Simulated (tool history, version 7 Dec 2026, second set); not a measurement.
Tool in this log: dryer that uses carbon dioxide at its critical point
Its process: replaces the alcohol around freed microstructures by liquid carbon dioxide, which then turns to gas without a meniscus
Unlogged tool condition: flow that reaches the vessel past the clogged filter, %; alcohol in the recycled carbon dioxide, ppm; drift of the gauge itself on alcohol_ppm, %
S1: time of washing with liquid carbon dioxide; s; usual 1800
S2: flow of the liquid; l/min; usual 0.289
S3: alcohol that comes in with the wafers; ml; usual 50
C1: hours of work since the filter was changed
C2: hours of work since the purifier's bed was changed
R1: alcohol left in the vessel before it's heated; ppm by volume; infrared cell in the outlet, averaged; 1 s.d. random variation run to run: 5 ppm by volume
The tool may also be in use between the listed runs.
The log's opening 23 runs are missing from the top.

run	day	S1	S2	S3	C1	C2	R1
# day 30.808: purifier's bed changed
24	31.475	1800	0.267	36	204	9	29
25	33.383	1140	0.318	36	230	35	181
26	34.496	1140	0.318	36	245	50	189
27	35.825	1140	0.21	50	263	68	1432
28	36.725	1140	0.21	50	275	80	1349
29	38.4	1140	0.21	50	298	103	1428
30	40.283	1140	0.335	23	324	129	116
31	41.583	1140	0.335	23	341	146	125
# day 42.525: inlet filter changed
32	43.246	1140	0.335	23	10	168	91
33	44.704	1140	0.335	23	30	188	95
34	46.179	1560	0.28	23	50	208	64
35	47.338	1560	0.194	50	65	224	476
36	48.442	1320	0.228	59	80	239	600
37	50.308	1260	0.372	43	106	264	86
38	52.004	2760	0.183	73	129	287	79
39	53.483	2280	0.183	27	149	307	94
40	54.908	1680	0.259	101	168	327	199
41	55.85	1800	0.289	25	181	340	64
42	57.129	1800	0.289	25	198	357	73
43	59.029	1380	0.337	21	224	383	85
44	59.875	1440	0.289	64	236	394	200
45	60.983	2700	0.437	50	251	409	72
46	62.121	2460	0.309	50	266	425	76

5 ways to go on from here, each from the tool as it stands after run 46. What would each give?
A	63.383	1500	0.289	50	283	442	?
B	63.383	1320	0.309	50	283	442	?
C	63.383	2460	0.235	50	283	442	?
D	63.383	1560	0.289	50	283	442	?
E	63.383	2640	0.253	50	283	442	?

run	R1
A	161
B	204
C	87
D	137
E	83
Without the tool's hidden state the same runs would have given:
run	R1
A	63
B	95
C	11
D	45
E	8

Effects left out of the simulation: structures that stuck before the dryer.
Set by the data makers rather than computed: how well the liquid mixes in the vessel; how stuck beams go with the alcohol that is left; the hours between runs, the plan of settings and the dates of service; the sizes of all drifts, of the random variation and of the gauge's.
